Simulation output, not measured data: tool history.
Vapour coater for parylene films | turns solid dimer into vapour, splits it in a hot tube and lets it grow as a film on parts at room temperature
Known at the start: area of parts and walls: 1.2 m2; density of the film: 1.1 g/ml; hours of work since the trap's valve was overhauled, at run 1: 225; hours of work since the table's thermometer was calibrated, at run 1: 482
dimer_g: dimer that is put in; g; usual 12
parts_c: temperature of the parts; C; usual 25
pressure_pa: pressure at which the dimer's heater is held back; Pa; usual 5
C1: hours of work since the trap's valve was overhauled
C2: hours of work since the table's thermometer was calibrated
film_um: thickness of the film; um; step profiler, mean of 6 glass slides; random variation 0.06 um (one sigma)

run 1 hour=0 | dimer_g=12 parts_c=25 pressure_pa=5 | C1=225 C2=482 | film_um=6.39
run 2 hour=10.3 | dimer_g=12 parts_c=25 pressure_pa=5 | C1=234 C2=491 | film_um=6.43
run 3 hour=27.8 | dimer_g=12 parts_c=25 pressure_pa=5 | C1=248 C2=505 | film_um=6.29
run 4 hour=48 | dimer_g=11 parts_c=25 pressure_pa=5 | C1=265 C2=522 | film_um=5.78
run 5 hour=60 | dimer_g=11 parts_c=25 pressure_pa=5 | C1=275 C2=532 | film_um=5.74
run 6 hour=81.7 | dimer_g=11 parts_c=25 pressure_pa=5 | C1=294 C2=551 | film_um=5.6
run 7 hour=98.4 | dimer_g=11 parts_c=25 pressure_pa=5 | C1=308 C2=565 | film_um=5.67
run 8 hour=118.9 | dimer_g=11 parts_c=25 pressure_pa=5 | C1=325 C2=582 | film_um=5.55
run 9 hour=140.9 | dimer_g=12 parts_c=25 pressure_pa=5 | C1=343 C2=600 | film_um=6.02
-- hour=154.2 trap's valve overhauled
run 10 hour=164.6 | dimer_g=12 parts_c=25 pressure_pa=5 | C1=9 C2=617 | film_um=7.14
run 11 hour=181.3 | dimer_g=12 parts_c=25 pressure_pa=5 | C1=23 C2=631 | film_um=7.08
run 12 hour=203.3 | dimer_g=12 parts_c=25 pressure_pa=11.03 | C1=41 C2=649 | film_um=6.26
run 13 hour=222.4 | dimer_g=12 parts_c=25 pressure_pa=3.18 | C1=57 C2=665 | film_um=7.59
run 14 hour=236.1 | dimer_g=12 parts_c=25 pressure_pa=3.18 | C1=69 C2=677 | film_um=7.41
run 15 hour=252.1 | dimer_g=12 parts_c=25 pressure_pa=2.89 | C1=82 C2=690 | film_um=7.52
run 16 hour=265 | dimer_g=12 parts_c=25 pressure_pa=2.89 | C1=93 C2=701 | film_um=7.5
run 17 hour=288.3 | dimer_g=12 parts_c=25 pressure_pa=5 | C1=112 C2=720 | film_um=6.83
run 18 hour=299.5 | dimer_g=12 parts_c=25 pressure_pa=5 | C1=122 C2=730 | film_um=6.6
run 19 hour=311.2 | dimer_g=12 parts_c=25 pressure_pa=10.65 | C1=132 C2=740 | film_um=6.03
run 20 hour=326.6 | dimer_g=5 parts_c=29 pressure_pa=8.9 | C1=145 C2=753 | film_um=2.35
run 21 hour=341.6 | dimer_g=6 parts_c=27 pressure_pa=6.9 | C1=157 C2=765 | film_um=3.04
run 22 hour=361.5 | dimer_g=18 parts_c=25 pressure_pa=8.54 | C1=174 C2=782 | film_um=9.11
run 23 hour=377.8 | dimer_g=13 parts_c=18 pressure_pa=6.27 | C1=187 C2=796 | film_um=8.11
run 24 hour=389.6 | dimer_g=11 parts_c=25 pressure_pa=3.01 | C1=197 C2=805 | film_um=6.45
run 25 hour=410.5 | dimer_g=18 parts_c=25 pressure_pa=8.77 | C1=215 C2=823 | film_um=8.93
run 26 hour=426.5 | dimer_g=12 parts_c=31 pressure_pa=3.63 | C1=228 C2=836 | film_um=5.98
run 27 hour=439.3 | dimer_g=12 parts_c=31 pressure_pa=3.63 | C1=239 C2=847 | film_um=5.94
run 28 hour=451.5 | dimer_g=22 parts_c=25 pressure_pa=5 | C1=249 C2=857 | film_um=11.82
run 29 hour=468.9 | dimer_g=22 parts_c=25 pressure_pa=5 | C1=264 C2=872 | film_um=11.73
run 30 hour=485.1 | dimer_g=6 parts_c=35 pressure_pa=10.78 | C1=277 C2=885 | film_um=2.22
run 31 hour=504.3 | dimer_g=5 parts_c=19 pressure_pa=8.11 | C1=294 C2=902 | film_um=2.79
run 32 hour=525.7 | dimer_g=6 parts_c=30 pressure_pa=3.89 | C1=311 C2=920 | film_um=2.91
run 33 hour=537.6 | dimer_g=8 parts_c=20 pressure_pa=3.89 | C1=321 C2=930 | film_um=4.75
run 34 hour=548.9 | dimer_g=14 parts_c=23 pressure_pa=5.83 | C1=331 C2=939 | film_um=7.33

5 ways to go on from here, each from the tool as it stands after run 34. What would each give?
run A hour=562.2 | dimer_g=7 parts_c=29 pressure_pa=7.16 | C1=342 C2=950 | film_um=?
run B hour=562.2 | dimer_g=12 parts_c=20 pressure_pa=4.47 | C1=342 C2=950 | film_um=?
run C hour=562.2 | dimer_g=17 parts_c=25 pressure_pa=5 | C1=342 C2=950 | film_um=?
run D hour=562.2 | dimer_g=7 parts_c=25 pressure_pa=2.49 | C1=342 C2=950 | film_um=?
run E hour=562.2 | dimer_g=5 parts_c=18 pressure_pa=10.58 | C1=342 C2=950 | film_um=?

run=A film_um=3.05
run=B film_um=6.97
run=C film_um=8.57
run=D film_um=3.9
run=E film_um=2.66
Without the tool's hidden state the same runs would have given:
run=A film_um=3.57
run=B film_um=8.13
run=C film_um=9.98
run=D film_um=4.55
run=E film_um=3.1
